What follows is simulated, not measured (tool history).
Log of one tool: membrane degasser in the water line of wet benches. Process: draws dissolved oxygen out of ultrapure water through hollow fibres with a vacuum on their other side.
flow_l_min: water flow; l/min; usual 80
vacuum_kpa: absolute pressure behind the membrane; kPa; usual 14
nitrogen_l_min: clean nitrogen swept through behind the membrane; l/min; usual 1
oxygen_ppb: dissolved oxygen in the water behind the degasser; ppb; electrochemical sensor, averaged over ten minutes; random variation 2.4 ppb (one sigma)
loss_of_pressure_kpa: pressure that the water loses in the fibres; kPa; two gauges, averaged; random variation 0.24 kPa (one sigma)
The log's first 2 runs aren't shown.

{"run": 3, "hour": 270.5, "flow_l_min": 80, "vacuum_kpa": 20.5, "nitrogen_l_min": 1.95, "oxygen_ppb": 1247.6, "loss_of_pressure_kpa": 63.28}
{"run": 4, "hour": 369.7, "flow_l_min": 80, "vacuum_kpa": 20.5, "nitrogen_l_min": 1.95, "oxygen_ppb": 1249.5, "loss_of_pressure_kpa": 63.59}
{"run": 5, "hour": 473.6, "flow_l_min": 80, "vacuum_kpa": 20.5, "nitrogen_l_min": 1.95, "oxygen_ppb": 1246.2, "loss_of_pressure_kpa": 63.73}
{"run": 6, "hour": 611.1, "flow_l_min": 80, "vacuum_kpa": 20.5, "nitrogen_l_min": 0.53, "oxygen_ppb": 2675.8, "loss_of_pressure_kpa": 63.39}
{"run": 7, "hour": 694.9, "flow_l_min": 57, "vacuum_kpa": 14, "nitrogen_l_min": 1, "oxygen_ppb": 1035, "loss_of_pressure_kpa": 45.58}
{"run": 8, "hour": 755.3, "flow_l_min": 57, "vacuum_kpa": 14, "nitrogen_l_min": 1, "oxygen_ppb": 1036, "loss_of_pressure_kpa": 45.4}
{"run": 9, "hour": 840.0, "flow_l_min": 57, "vacuum_kpa": 14, "nitrogen_l_min": 1, "oxygen_ppb": 1035.2, "loss_of_pressure_kpa": 45.26}
{"run": 10, "hour": 976.2, "flow_l_min": 57, "vacuum_kpa": 14, "nitrogen_l_min": 1, "oxygen_ppb": 1037.1, "loss_of_pressure_kpa": 45.4}
{"run": 11, "hour": 1078.5, "flow_l_min": 103, "vacuum_kpa": 14, "nitrogen_l_min": 1, "oxygen_ppb": 1506.8, "loss_of_pressure_kpa": 81.92}
{"run": 12, "hour": 1181.8, "flow_l_min": 80, "vacuum_kpa": 14, "nitrogen_l_min": 1, "oxygen_ppb": 1299.6, "loss_of_pressure_kpa": 64.01}
{"run": 13, "hour": 1265.7, "flow_l_min": 80, "vacuum_kpa": 14, "nitrogen_l_min": 1, "oxygen_ppb": 1291, "loss_of_pressure_kpa": 63.84}
{"run": 14, "hour": 1355.5, "flow_l_min": 80, "vacuum_kpa": 14, "nitrogen_l_min": 1, "oxygen_ppb": 1297.2, "loss_of_pressure_kpa": 63.49}
{"run": 15, "hour": 1448.7, "flow_l_min": 125, "vacuum_kpa": 14, "nitrogen_l_min": 1, "oxygen_ppb": 1689.1, "loss_of_pressure_kpa": 100.43}
{"run": 16, "hour": 1531.8, "flow_l_min": 125, "vacuum_kpa": 14, "nitrogen_l_min": 1, "oxygen_ppb": 1689.4, "loss_of_pressure_kpa": 99.67}
{"run": 17, "hour": 1633.0, "flow_l_min": 117, "vacuum_kpa": 14, "nitrogen_l_min": 1, "oxygen_ppb": 1631.2, "loss_of_pressure_kpa": 93.4}
{"run": 18, "hour": 1728.7, "flow_l_min": 103, "vacuum_kpa": 14, "nitrogen_l_min": 0.66, "oxygen_ppb": 1886.5, "loss_of_pressure_kpa": 82.79}
{"run": 19, "hour": 1799.5, "flow_l_min": 103, "vacuum_kpa": 14, "nitrogen_l_min": 0.66, "oxygen_ppb": 1882.2, "loss_of_pressure_kpa": 81.89}
{"run": 20, "hour": 1871.3, "flow_l_min": 103, "vacuum_kpa": 14, "nitrogen_l_min": 0.66, "oxygen_ppb": 1877.4, "loss_of_pressure_kpa": 82.42}
{"run": 21, "hour": 1963.5, "flow_l_min": 103, "vacuum_kpa": 14, "nitrogen_l_min": 0.66, "oxygen_ppb": 1878.3, "loss_of_pressure_kpa": 82.99}

Run 22 comes next. What will it give?
{"run": 22, "hour": 2024.0, "flow_l_min": 48, "vacuum_kpa": 30.4, "nitrogen_l_min": 1, "oxygen_ppb": "?", "loss_of_pressure_kpa": "?"}

oxygen_ppb: 2027.7 ppb
loss_of_pressure_kpa: 38.4 kPa
Without the tool's hidden state the same run would have given oxygen_ppb 2013.6 ppb, loss_of_pressure_kpa 37.66 kPa.
